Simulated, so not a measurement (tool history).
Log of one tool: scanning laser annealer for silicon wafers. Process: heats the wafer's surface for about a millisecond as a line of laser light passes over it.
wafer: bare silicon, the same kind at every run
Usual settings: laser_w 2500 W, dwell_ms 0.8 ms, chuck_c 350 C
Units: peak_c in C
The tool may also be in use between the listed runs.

run 1 day=0 | laser_w=2500 dwell_ms=0.8 chuck_c=350 | peak_c=1087
run 2 day=0.479 | laser_w=2500 dwell_ms=0.8 chuck_c=350 | peak_c=1090
-- day=0.733 window over the wafer cleaned
run 3 day=0.871 | laser_w=2500 dwell_ms=0.8 chuck_c=350 | peak_c=1138
run 4 day=1.233 | laser_w=2500 dwell_ms=0.8 chuck_c=350 | peak_c=1137
run 5 day=1.871 | laser_w=2500 dwell_ms=0.8 chuck_c=350 | peak_c=1136
run 6 day=2.379 | laser_w=2500 dwell_ms=0.8 chuck_c=350 | peak_c=1134
run 7 day=2.683 | laser_w=2500 dwell_ms=0.711 chuck_c=350 | peak_c=1080
run 8 day=3.196 | laser_w=2500 dwell_ms=0.8 chuck_c=350 | peak_c=1134
run 9 day=3.608 | laser_w=2500 dwell_ms=0.8 chuck_c=350 | peak_c=1133
run 10 day=3.9 | laser_w=2500 dwell_ms=0.8 chuck_c=350 | peak_c=1130
run 11 day=4.517 | laser_w=2500 dwell_ms=0.8 chuck_c=350 | peak_c=1135
run 12 day=5.071 | laser_w=2710 dwell_ms=0.8 chuck_c=350 | peak_c=1217
run 13 day=5.604 | laser_w=2736 dwell_ms=0.8 chuck_c=335 | peak_c=1212
run 14 day=6.167 | laser_w=2500 dwell_ms=0.8 chuck_c=335 | peak_c=1115
run 15 day=6.638 | laser_w=2546 dwell_ms=0.8 chuck_c=350 | peak_c=1145
run 16 day=6.996 | laser_w=2546 dwell_ms=0.8 chuck_c=350 | peak_c=1145
run 17 day=7.496 | laser_w=2563 dwell_ms=0.569 chuck_c=389 | peak_c=1042
run 18 day=7.95 | laser_w=2290 dwell_ms=0.573 chuck_c=366 | peak_c=933
run 19 day=8.425 | laser_w=2290 dwell_ms=0.573 chuck_c=366 | peak_c=935
run 20 day=8.962 | laser_w=2318 dwell_ms=0.711 chuck_c=366 | peak_c=1016
run 21 day=9.275 | laser_w=2500 dwell_ms=0.76 chuck_c=320 | peak_c=1067
run 22 day=9.721 | laser_w=2331 dwell_ms=0.76 chuck_c=312 | peak_c=992
run 23 day=10.35 | laser_w=2331 dwell_ms=0.76 chuck_c=312 | peak_c=996
run 24 day=11.05 | laser_w=2331 dwell_ms=0.76 chuck_c=361 | peak_c=1044

5 ways to go on from here, each from the tool as it stands after run 24. What would each give?
run A day=11.617 | laser_w=2500 dwell_ms=0.8 chuck_c=352 | peak_c=?
run B day=11.617 | laser_w=2727 dwell_ms=0.801 chuck_c=317 | peak_c=?
run C day=11.617 | laser_w=2171 dwell_ms=0.696 chuck_c=345 | peak_c=?
run D day=11.617 | laser_w=2157 dwell_ms=0.782 chuck_c=361 | peak_c=?
run E day=11.617 | laser_w=2535 dwell_ms=0.642 chuck_c=339 | peak_c=?

run=A peak_c=1119
run=B peak_c=1178
run=C peak_c=929
run=D peak_c=986
run=E peak_c=1025
Without the tool's hidden state the same runs would have given:
run=A peak_c=1139
run=B peak_c=1200
run=C peak_c=944
run=D peak_c=1002
run=E peak_c=1043

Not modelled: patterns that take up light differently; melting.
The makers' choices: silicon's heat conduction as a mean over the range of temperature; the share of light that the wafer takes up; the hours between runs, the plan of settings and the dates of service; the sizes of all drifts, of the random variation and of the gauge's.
